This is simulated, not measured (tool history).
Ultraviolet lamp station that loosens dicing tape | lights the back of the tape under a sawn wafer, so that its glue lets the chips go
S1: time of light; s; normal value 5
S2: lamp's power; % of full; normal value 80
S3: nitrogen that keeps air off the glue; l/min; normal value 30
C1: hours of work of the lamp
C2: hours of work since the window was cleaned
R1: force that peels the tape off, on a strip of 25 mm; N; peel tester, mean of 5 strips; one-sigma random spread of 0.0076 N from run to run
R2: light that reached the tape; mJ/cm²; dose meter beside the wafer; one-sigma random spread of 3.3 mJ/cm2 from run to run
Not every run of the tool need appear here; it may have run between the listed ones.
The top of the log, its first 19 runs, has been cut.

Run 20, hour 174.9: usual settings but S1 3 s; C1 187; C2 274. Result: R1 0.889 N, R2 308 mJ/cm².
Run 21, hour 182.1: usual settings but S1 3 s; C1 192; C2 279. Result: R1 0.871 N, R2 311 mJ/cm².
Run 22, hour 194.1: usual settings but S1 4 s, S3 23 l/min; C1 200; C2 287. Result: R1 0.544 N, R2 415 mJ/cm².
Run 23, hour 202.3: usual settings but S1 8 s, S3 28 l/min; C1 206; C2 293. Result: R1 0.171 N, R2 837 mJ/cm².
Run 24, hour 207.7: usual settings but S1 2 s, S2 73 % of full, S3 10 l/min; C1 210; C2 296. Result: R1 3.239 N, R2 192 mJ/cm².
Run 25, hour 218.3: usual settings but S1 7 s, S2 73 % of full, S3 10 l/min; C1 217; C2 304. Result: R1 0.332 N, R2 660 mJ/cm².
Run 26, hour 224.5: usual settings but S1 7 s, S2 73 % of full, S3 10 l/min; C1 221; C2 308. Result: R1 0.323 N, R2 665 mJ/cm².
Run 27, hour 233.8: usual settings but S1 4 s, S2 94 % of full, S3 25 l/min; C1 228; C2 314. Result: R1 0.352 N, R2 488 mJ/cm².
At hour 241.9: window cleaned of glue's vapour.
Run 28, hour 245.9: usual settings but S1 3 s, S3 43 l/min; C1 235; C2 3. Result: R1 0.766 N, R2 315 mJ/cm².
Run 29, hour 258: usual settings but S3 23 l/min; C1 244; C2 11. Result: R1 0.344 N, R2 517 mJ/cm².
Run 30, hour 270.5: usual settings but S1 4 s, S2 63 % of full; C1 252; C2 20. Result: R1 0.808 N, R2 326 mJ/cm².
Run 31, hour 280.6: usual settings but S1 4 s, S2 63 % of full; C1 259; C2 27. Result: R1 0.801 N, R2 326 mJ/cm².
Run 32, hour 291.9: usual settings but S1 4 s, S2 63 % of full; C1 267; C2 34. Result: R1 0.831 N, R2 328 mJ/cm².
Run 33, hour 298.8: usual settings but S1 4 s, S2 63 % of full, S3 14 l/min; C1 272; C2 39. Result: R1 1.262 N, R2 326 mJ/cm².
Run 34, hour 304.3: usual settings but S1 2 s, S3 13 l/min; C1 276; C2 43. Result: R1 2.648 N, R2 209 mJ/cm².
Run 35, hour 312.2: usual settings but S1 4 s, S3 10 l/min; C1 281; C2 48. Result: R1 0.923 N, R2 416 mJ/cm².

Forecast each of these 3 alternatives for the next run:
Run A, hour 323.5: usual settings but S1 4 s, S3 11 l/min; C1 289; C2 56. Result: R1 ?, R2 ?.
Run B, hour 323.5: usual settings but S1 2 s, S2 77 % of full, S3 32 l/min; C1 289; C2 56. Result: R1 ?, R2 ?.
Run C, hour 323.5: usual settings but S2 82 % of full; C1 289; C2 56. Result: R1 ?, R2 ?.

run     R1   R2
  A  0.867  416
  B  2.065  199
  C  0.283  532
What these runs would have given with no unlogged condition in the tool:
run     R1   R2
  A  0.866  416
  B  2.063  199
  C  0.283  532

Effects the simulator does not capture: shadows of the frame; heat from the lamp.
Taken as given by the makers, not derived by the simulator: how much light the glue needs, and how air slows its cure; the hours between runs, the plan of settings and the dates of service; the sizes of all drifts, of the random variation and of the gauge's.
